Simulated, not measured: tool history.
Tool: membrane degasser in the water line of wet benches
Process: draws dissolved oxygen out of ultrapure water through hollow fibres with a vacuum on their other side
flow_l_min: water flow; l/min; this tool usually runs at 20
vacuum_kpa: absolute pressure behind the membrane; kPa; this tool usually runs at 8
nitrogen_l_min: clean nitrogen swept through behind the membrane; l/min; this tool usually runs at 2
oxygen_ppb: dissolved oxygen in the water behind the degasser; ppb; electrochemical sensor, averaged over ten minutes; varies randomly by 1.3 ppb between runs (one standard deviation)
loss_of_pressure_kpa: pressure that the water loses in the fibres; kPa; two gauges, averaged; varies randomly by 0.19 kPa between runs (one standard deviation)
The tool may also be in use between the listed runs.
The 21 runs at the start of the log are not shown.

run	hour	flow_l_min	vacuum_kpa	nitrogen_l_min	hours since the membrane was changed	hours since the vacuum gauge was calibrated	hours since the vacuum lines were made tight	oxygen_ppb	loss_of_pressure_kpa
22	1282.6	28	11.98	0.96	3370	3106	1464	557.9	52.1
23	1361.2	28	11.98	0.96	3449	3184	1542	552.4	52.58
# hour 1366: vacuum gauge calibrated
24	1441.2	28	11.98	4.85	3529	75	1622	158	52.71
25	1514.1	17	15.86	1.6	3601	148	1695	313.7	31.89
26	1555.2	30	15.86	1.6	3643	189	1736	561.1	56.36
27	1594	25	8	1.17	3681	228	1774	251.2	47.19
28	1643.1	23	8	1.49	3731	277	1824	194.1	43.38
29	1711.3	27	8	2	3799	345	1892	184.3	51.04
30	1754.3	14	9.09	1.88	3842	388	1935	112.4	26.46
31	1838.2	15	9.09	4.83	3926	472	2019	51	28.16
# hour 1867.3: vacuum gauge calibrated, once more
32	1889.3	13	10.02	2	3976	22	2069	111	24.41

Predict each of these 4 candidate next runs independently; none follows another, all start after run 32:
A	1972.4	13	7.09	1.4	4059	105	2152	?	?
B	1972.4	15	19.64	4.7	4059	105	2152	?	?
C	1972.4	13	7.75	2.53	4059	105	2152	?	?
D	1972.4	30	5.23	2	4059	105	2152	?	?

run	oxygen_ppb	loss_of_pressure_kpa
A	87.5	24.79
B	134.5	28.35
C	59.4	24.37
D	113.4	56.62
With the hidden condition removed and each run's random variation left untouched, the same runs would have given:
run	oxygen_ppb	loss_of_pressure_kpa
A	85.6	24.07
B	131.9	27.53
C	57.9	23.65
D	106.1	54.97

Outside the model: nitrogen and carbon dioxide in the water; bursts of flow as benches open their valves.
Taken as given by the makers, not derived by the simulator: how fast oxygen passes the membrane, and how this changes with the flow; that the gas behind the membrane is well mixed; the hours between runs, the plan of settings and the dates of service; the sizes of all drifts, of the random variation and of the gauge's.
